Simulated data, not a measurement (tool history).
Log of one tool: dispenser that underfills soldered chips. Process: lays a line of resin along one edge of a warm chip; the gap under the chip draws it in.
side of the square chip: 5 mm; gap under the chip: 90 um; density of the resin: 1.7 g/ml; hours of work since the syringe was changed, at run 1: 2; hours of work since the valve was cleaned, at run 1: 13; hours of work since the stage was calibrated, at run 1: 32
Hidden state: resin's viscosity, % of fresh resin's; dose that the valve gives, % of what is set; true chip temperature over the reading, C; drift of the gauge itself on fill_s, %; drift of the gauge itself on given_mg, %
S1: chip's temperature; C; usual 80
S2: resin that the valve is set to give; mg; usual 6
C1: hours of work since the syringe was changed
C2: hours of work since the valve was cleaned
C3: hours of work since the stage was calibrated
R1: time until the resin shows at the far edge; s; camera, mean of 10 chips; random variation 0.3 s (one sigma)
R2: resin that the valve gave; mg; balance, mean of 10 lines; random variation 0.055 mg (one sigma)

run	hour	S1	S2	C1	C2	C3	R1	R2
1	0	80	6	2	13	32	5.7	5.98
2	4.4	83	6	5	16	35	5	5.89
# hour 7.6: new syringe of resin
3	10	83	6	2	20	38	4	5.88
4	16.2	83	6	6	24	43	4.8	5.81
# hour 17.5: new syringe of resin
5	19.8	83	6	2	26	45	4.7	5.79
6	24.3	80	6	5	29	48	5.9	5.78
# hour 27.3: new syringe of resin
7	28.2	80	6	1	32	50	5.3	5.79
8	32.9	80	6.44	4	35	54	5.7	6.3
9	36.5	80	6.44	6	37	56	6.1	6.22
# hour 37.3: new syringe of resin
10	43.3	87	6	4	42	61	4.2	5.69
11	46.2	80	6	6	44	63	6.2	5.7
# hour 47: new syringe of resin
12	52.6	80	6	4	48	67	5.9	5.74
# hour 57: new syringe of resin
13	57.1	80	6	0	51	70	5.2	5.6
14	62.5	76	6	4	54	73	7.3	5.76
# hour 66.9: new syringe of resin
15	69	76	6	1	59	78	6	5.65
16	71.9	76	6	3	61	80	6.8	5.64
# hour 76.8: new syringe of resin
17	76.9	76	6	0	64	83	6.9	5.56
18	82.1	76	6	4	67	86	7.1	5.64
19	84.9	76	6	6	69	88	7.1	5.57
# hour 86.7: new syringe of resin
20	88.9	87	5.3	2	72	91	3.9	4.96
21	94.5	72	5.43	5	76	95	9.3	5.07
# hour 96.5: new syringe of resin
22	99.7	72	5.43	2	79	98	8.8	5.08
23	103.1	72	5.43	5	81	100	9.2	4.92
# hour 106.3: new syringe of resin
24	108.3	72	5.43	1	85	104	8.4	5.01
25	114.7	72	6.89	6	89	108	9.5	6.24
# hour 116.3: new syringe of resin
26	119.8	80	6.44	2	92	111	5.1	5.84
27	124.8	85	6.84	6	96	115	4.8	6.25
# hour 126.4: new syringe of resin
28	128.3	80	7.6	1	98	117	5.4	6.89
29	132.8	78	6	4	101	120	7	5.35
# hour 136.2: new syringe of resin
30	136.2	72	7.33	0	103	122	7.4	6.63
31	141.2	69	7.12	3	107	125	9.7	6.43
# hour 146.1: new syringe of resin
32	147.6	84	7.47	1	111	130	4.4	6.67
33	152.5	65	5.32	4	114	133	13.7	4.7
# hour 155.8: new syringe of resin
34	157.8	65	5.32	1	117	136	12.4	4.73
35	161.1	70	6	4	120	139	10.2	5.24

Forecast each of these 4 alternatives for the next run:
A	165	67	6.28	6	122	141	?	?
B	165	73	6.58	6	122	141	?	?
C	165	80	7.09	6	122	141	?	?
D	165	78	6.77	6	122	141	?	?

run	R1	R2
A	12.5	5.51
B	9.1	5.84
C	6.4	6.23
D	7	5.92
Without the tool's hidden state the same runs would have given:
run	R1	R2
A	9.3	6.26
B	6.9	6.63
C	4.9	7.08
D	5.3	6.73
